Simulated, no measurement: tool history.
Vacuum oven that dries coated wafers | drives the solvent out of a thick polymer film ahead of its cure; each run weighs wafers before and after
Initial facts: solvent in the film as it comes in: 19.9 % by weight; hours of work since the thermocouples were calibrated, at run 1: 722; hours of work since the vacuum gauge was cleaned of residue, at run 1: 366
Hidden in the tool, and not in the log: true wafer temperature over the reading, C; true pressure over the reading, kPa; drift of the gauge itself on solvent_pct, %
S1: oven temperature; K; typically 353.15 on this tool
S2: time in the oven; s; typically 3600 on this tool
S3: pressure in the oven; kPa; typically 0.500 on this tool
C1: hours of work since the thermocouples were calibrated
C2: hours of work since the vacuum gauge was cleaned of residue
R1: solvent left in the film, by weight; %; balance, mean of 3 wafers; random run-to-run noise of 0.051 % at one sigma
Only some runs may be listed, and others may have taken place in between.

run,day,S1,S2,S3,C1,C2,R1
1,0.000,353.15,3600,0.500,722,366,1.00
2,2.062,353.15,4260,0.500,752,396,0.70
3,3.738,353.15,3600,0.500,776,420,1.04
4,6.058,340.15,3600,0.500,810,454,5.52
5,7.279,340.15,3600,0.500,828,472,5.38
6,8.975,353.15,3600,0.500,853,497,1.04
# day 10.079: oven's thermocouples calibrated
7,10.079,353.15,3600,0.500,0,512,1.04
8,12.267,365.15,6240,1.466,32,544,0.88
9,14.171,349.15,2580,1.307,60,572,4.03
10,16.483,352.15,2580,0.498,94,605,2.41
11,18.775,353.15,3600,0.960,127,639,1.57
12,20.546,353.15,3180,0.602,153,665,1.50
13,21.571,353.15,3000,1.583,168,680,2.35
14,23.704,368.15,3600,0.500,199,711,0.37

5 options for the next run, each taken on its own from the tool as it stands now. Forecast them:
A,25.554,356.15,2460,1.038,226,738,?
B,25.554,365.15,3360,1.596,226,738,?
C,25.554,347.15,3600,1.466,226,738,?
D,25.554,360.15,3600,0.888,226,738,?
E,25.554,368.15,3600,0.699,226,738,?

run,R1
A,1.73
B,0.98
C,3.60
D,0.69
E,0.38
Without the tool's unlogged condition, the same runs would have read:
run,R1
A,1.62
B,0.85
C,3.48
D,0.53
E,0.25
